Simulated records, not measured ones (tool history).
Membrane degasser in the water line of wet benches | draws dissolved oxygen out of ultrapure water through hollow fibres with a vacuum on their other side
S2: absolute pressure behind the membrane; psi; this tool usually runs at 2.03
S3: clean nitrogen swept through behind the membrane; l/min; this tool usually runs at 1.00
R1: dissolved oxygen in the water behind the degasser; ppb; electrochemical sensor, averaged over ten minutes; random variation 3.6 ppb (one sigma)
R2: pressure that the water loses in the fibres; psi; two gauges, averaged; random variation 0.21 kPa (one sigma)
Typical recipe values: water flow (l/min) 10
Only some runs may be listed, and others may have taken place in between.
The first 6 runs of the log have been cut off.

run 7 hour=1371.1 | water_flow_(l/min)=10 S2=2.03 S3=1.10 | R1=340.3 R2=7.261
run 8 hour=1678.6 | water_flow_(l/min)=10 S2=2.03 S3=1.10 | R1=339.2 R2=7.266
run 9 hour=1984.6 | water_flow_(l/min)=10 S2=2.03 S3=1.10 | R1=345.1 R2=7.277
run 10 hour=2294.7 | water_flow_(l/min)=10 S2=2.03 S3=1.10 | R1=341.7 R2=7.285
run 11 hour=2505.1 | water_flow_(l/min)=10 S2=2.03 S3=1.10 | R1=341.6 R2=7.314
run 12 hour=2781.2 | water_flow_(l/min)=10 S2=2.03 S3=1.00 | R1=360.2 R2=7.297
run 13 hour=2925.4 | water_flow_(l/min)=10 S2=2.03 S3=1.00 | R1=355.1 R2=7.281
run 14 hour=3196.4 | water_flow_(l/min)=10 S2=2.03 S3=1.00 | R1=365.5 R2=7.314
run 15 hour=3445.1 | water_flow_(l/min)=10 S2=2.03 S3=1.00 | R1=359.1 R2=7.336
run 16 hour=3650.0 | water_flow_(l/min)=10 S2=2.03 S3=1.00 | R1=363.1 R2=7.290
run 17 hour=3802.8 | water_flow_(l/min)=10 S2=1.45 S3=1.76 | R1=211.7 R2=7.295
-- hour=3877.5 vacuum gauge calibrated
run 18 hour=4129.2 | water_flow_(l/min)=12 S2=1.48 S3=0.53 | R1=528.9 R2=8.847
run 19 hour=4276.1 | water_flow_(l/min)=12 S2=1.48 S3=0.53 | R1=526.8 R2=8.779
run 20 hour=4546.6 | water_flow_(l/min)=12 S2=1.48 S3=0.53 | R1=527.1 R2=8.804
run 21 hour=4844.4 | water_flow_(l/min)=12 S2=1.48 S3=0.53 | R1=532.3 R2=8.783
run 22 hour=4991.4 | water_flow_(l/min)=12 S2=1.48 S3=0.53 | R1=533.5 R2=8.817

Predict the results of run 23:
run 23 hour=5174.9 | water_flow_(l/min)=6 S2=1.48 S3=0.44 | R1=? R2=?

Run 23 produced R1 228.6 ppb, R2 4.418 psi.
The same run, on a tool lacking any hidden state, would have yielded R1 228.3 ppb, R2 4.342 psi.

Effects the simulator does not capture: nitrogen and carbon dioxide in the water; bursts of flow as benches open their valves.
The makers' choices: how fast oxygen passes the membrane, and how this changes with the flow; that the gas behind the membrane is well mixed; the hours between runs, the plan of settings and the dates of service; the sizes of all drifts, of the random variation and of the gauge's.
